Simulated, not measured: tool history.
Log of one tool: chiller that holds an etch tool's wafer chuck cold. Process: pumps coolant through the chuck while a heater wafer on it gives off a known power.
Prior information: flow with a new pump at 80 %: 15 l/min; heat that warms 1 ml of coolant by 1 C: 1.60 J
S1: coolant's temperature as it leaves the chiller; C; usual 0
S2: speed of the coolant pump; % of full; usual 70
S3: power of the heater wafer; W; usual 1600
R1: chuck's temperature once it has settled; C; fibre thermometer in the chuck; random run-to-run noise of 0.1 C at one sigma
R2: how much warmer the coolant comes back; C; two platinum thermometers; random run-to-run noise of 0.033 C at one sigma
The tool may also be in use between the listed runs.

run   hour  S1  S2    S3    R1    R2
  1    0.0   0  70  1600  12.6  4.60
  2   67.5   0  70  1600  12.7  4.58
  3  114.3   0  70  1600  12.5  4.63
  4  151.4   0  70  1600  12.6  4.68
  5  217.6   0  70  1600  12.6  4.64
     228.1  -- coolant pump overhauled
  6  298.3   0  70  1600  12.6  4.64
  7  379.5   1  72   805   7.3  2.27
  8  456.3   5  86   805  10.6  1.96
  9  522.4   5  86  2237  20.5  5.25

Run 10 comes next. What will it give?
     575.1  -- coolant pump overhauled, once more
 10  599.3  -7  62  808   ?   ?

Run 10 came out at R1 0.0 C, R2 2.61 C.
The same run, on a tool lacking any hidden state, would have yielded R1 -0.9 C, R2 2.61 C.
